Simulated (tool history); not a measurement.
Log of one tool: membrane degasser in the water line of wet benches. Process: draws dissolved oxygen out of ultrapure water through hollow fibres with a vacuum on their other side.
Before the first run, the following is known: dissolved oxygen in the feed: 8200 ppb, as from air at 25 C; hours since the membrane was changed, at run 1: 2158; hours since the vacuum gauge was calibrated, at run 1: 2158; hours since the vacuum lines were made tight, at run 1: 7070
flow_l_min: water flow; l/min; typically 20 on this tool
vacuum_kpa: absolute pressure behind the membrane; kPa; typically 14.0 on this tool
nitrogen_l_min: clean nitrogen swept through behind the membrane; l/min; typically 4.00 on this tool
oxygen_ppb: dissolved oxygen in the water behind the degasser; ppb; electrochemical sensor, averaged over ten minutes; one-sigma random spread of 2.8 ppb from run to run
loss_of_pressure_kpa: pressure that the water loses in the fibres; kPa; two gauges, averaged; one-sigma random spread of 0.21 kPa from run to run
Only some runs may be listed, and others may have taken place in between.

run,hour,flow_l_min,vacuum_kpa,nitrogen_l_min,hours since the membrane was changed,hours since the vacuum gauge was calibrated,hours since the vacuum lines were made tight,oxygen_ppb,loss_of_pressure_kpa
1,0.0,20,14.0,4.00,2158,2158,7070,286.4,50.63
2,97.2,20,14.0,4.00,2255,2255,7167,292.6,50.81
3,235.8,20,14.0,4.00,2394,2394,7305,293.7,50.56
4,341.7,20,14.0,4.00,2500,2500,7411,296.3,50.73
5,519.8,21,14.0,4.00,2678,2678,7589,320.5,53.30
6,651.6,20,14.0,4.00,2810,2810,7721,294.7,51.02
7,808.8,18,14.0,4.00,2967,2967,7878,250.1,45.97
8,897.7,18,14.0,4.00,3056,3056,7967,251.2,46.33
9,1048.9,20,14.0,4.00,3207,3207,8119,301.4,51.10
10,1189.0,28,20.9,2.83,3347,3347,8259,717.3,72.14
# hour 1216.6: seals of the vacuum lines changed
11,1273.4,23,14.0,2.29,3430,3430,57,476.3,59.45
12,1388.7,27,13.8,8.92,3545,3545,172,386.4,69.72
13,1485.6,13,9.2,2.46,3642,3642,269,137.5,33.41
14,1597.0,13,9.2,2.46,3753,3753,380,135.9,33.77
15,1717.9,20,14.0,4.23,3874,3874,501,296.2,51.63
16,1899.8,18,25.1,4.82,4056,4056,683,334.2,46.34
17,2060.4,18,28.1,4.82,4217,4217,844,366.1,46.24
18,2194.6,18,28.1,4.82,4351,4351,978,359.4,47.19

What if the next run were any one of these 4? Each begins from the tool's condition after run 18:
A,2296.5,23,28.1,4.33,4453,4453,1080,?,?
B,2296.5,20,27.5,3.70,4453,4453,1080,?,?
C,2296.5,18,28.5,4.82,4453,4453,1080,?,?
D,2296.5,20,10.2,4.82,4453,4453,1080,?,?

run,oxygen_ppb,loss_of_pressure_kpa
A,540.5,59.67
B,476.9,52.12
C,362.8,46.61
D,255.5,52.11
Without the tool's hidden state the same runs would have given:
run,oxygen_ppb,loss_of_pressure_kpa
A,503.8,57.03
B,447.1,49.82
C,337.7,44.55
D,224.1,49.82
